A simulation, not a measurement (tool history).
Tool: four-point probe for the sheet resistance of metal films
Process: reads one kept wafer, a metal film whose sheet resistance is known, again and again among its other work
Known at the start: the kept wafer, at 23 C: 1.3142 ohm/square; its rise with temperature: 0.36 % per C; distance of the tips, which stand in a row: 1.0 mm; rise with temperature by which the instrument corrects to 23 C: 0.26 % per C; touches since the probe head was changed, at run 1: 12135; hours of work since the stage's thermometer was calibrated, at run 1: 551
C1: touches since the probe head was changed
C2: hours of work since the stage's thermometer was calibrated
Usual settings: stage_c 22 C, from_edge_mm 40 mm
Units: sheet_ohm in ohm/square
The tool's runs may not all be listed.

{"run": 1, "hour": 0.0, "stage_c": 22, "from_edge_mm": 40, "C1": 12135, "C2": 551, "sheet_ohm": 1.3204}
{"run": 2, "hour": 14.0, "stage_c": 22, "from_edge_mm": 40, "C1": 12609, "C2": 560, "sheet_ohm": 1.321149}
{"run": 3, "hour": 45.0, "stage_c": 22, "from_edge_mm": 40, "C1": 13663, "C2": 578, "sheet_ohm": 1.320979}
{"run": 4, "hour": 77.7, "stage_c": 22, "from_edge_mm": 40, "C1": 14769, "C2": 598, "sheet_ohm": 1.321169}
{"run": 5, "hour": 94.6, "stage_c": 22, "from_edge_mm": 40, "C1": 15344, "C2": 608, "sheet_ohm": 1.320952}
{"run": 6, "hour": 111.4, "stage_c": 21, "from_edge_mm": 40, "C1": 15913, "C2": 618, "sheet_ohm": 1.319756}
{"run": 7, "hour": 125.1, "stage_c": 21, "from_edge_mm": 40, "C1": 16378, "C2": 626, "sheet_ohm": 1.320363}
{"run": 8, "hour": 141.4, "stage_c": 21, "from_edge_mm": 40, "C1": 16930, "C2": 636, "sheet_ohm": 1.319866}
{"run": 9, "hour": 160.1, "stage_c": 22, "from_edge_mm": 40, "C1": 17564, "C2": 647, "sheet_ohm": 1.321508}
{"run": 10, "hour": 183.0, "stage_c": 18, "from_edge_mm": 40, "C1": 18341, "C2": 661, "sheet_ohm": 1.316123}
{"run": 11, "hour": 198.4, "stage_c": 18, "from_edge_mm": 40, "C1": 18862, "C2": 670, "sheet_ohm": 1.315319}
{"run": 12, "hour": 217.1, "stage_c": 28, "from_edge_mm": 8, "C1": 19497, "C2": 681, "sheet_ohm": 1.34062}
{"run": 13, "hour": 230.7, "stage_c": 34, "from_edge_mm": 8, "C1": 19958, "C2": 689, "sheet_ohm": 1.348834}
{"run": 14, "hour": 252.6, "stage_c": 34, "from_edge_mm": 8, "C1": 20699, "C2": 702, "sheet_ohm": 1.349335}
{"hour": 255.9, "done": "stage's thermometer calibrated"}
{"run": 15, "hour": 274.8, "stage_c": 33, "from_edge_mm": 14, "C1": 21438, "C2": 11, "sheet_ohm": 1.339755}
{"run": 16, "hour": 288.1, "stage_c": 18, "from_edge_mm": 4, "C1": 21887, "C2": 19, "sheet_ohm": 1.35918}
{"run": 17, "hour": 312.4, "stage_c": 18, "from_edge_mm": 4, "C1": 22711, "C2": 34, "sheet_ohm": 1.35959}
{"run": 18, "hour": 340.1, "stage_c": 31, "from_edge_mm": 3, "C1": 23650, "C2": 50, "sheet_ohm": 1.409655}
{"run": 19, "hour": 359.3, "stage_c": 19, "from_edge_mm": 56, "C1": 24302, "C2": 62, "sheet_ohm": 1.318729}
{"run": 20, "hour": 388.5, "stage_c": 21, "from_edge_mm": 19, "C1": 25291, "C2": 79, "sheet_ohm": 1.322869}
{"run": 21, "hour": 410.8, "stage_c": 23, "from_edge_mm": 11, "C1": 26048, "C2": 92, "sheet_ohm": 1.329261}
{"run": 22, "hour": 428.1, "stage_c": 30, "from_edge_mm": 57, "C1": 26633, "C2": 103, "sheet_ohm": 1.333371}

Some steps in sheet_ohm between neighbouring runs. How much of each would the tool show without its hidden state too (settings, what came in, random variation), and how much is left for the hidden state, with any gauge scatter that isn't in both results?
The hidden state here: inner tips' distance over the nominal, %; tips' flats over new ones', %; wafer's true temperature over the reading, C; drift of the gauge itself on sheet_ohm, %.
Run 17 -> 18: stage_c 18 -> 31, from_edge_mm 4 -> 3. sheet_ohm +0.050065 ohm/square: hidden state +0.000401, all else +0.049664.
Run 18 -> 19: stage_c 31 -> 19, from_edge_mm 3 -> 56. sheet_ohm -0.090926 ohm/square: hidden state -0.000475, all else -0.090451.

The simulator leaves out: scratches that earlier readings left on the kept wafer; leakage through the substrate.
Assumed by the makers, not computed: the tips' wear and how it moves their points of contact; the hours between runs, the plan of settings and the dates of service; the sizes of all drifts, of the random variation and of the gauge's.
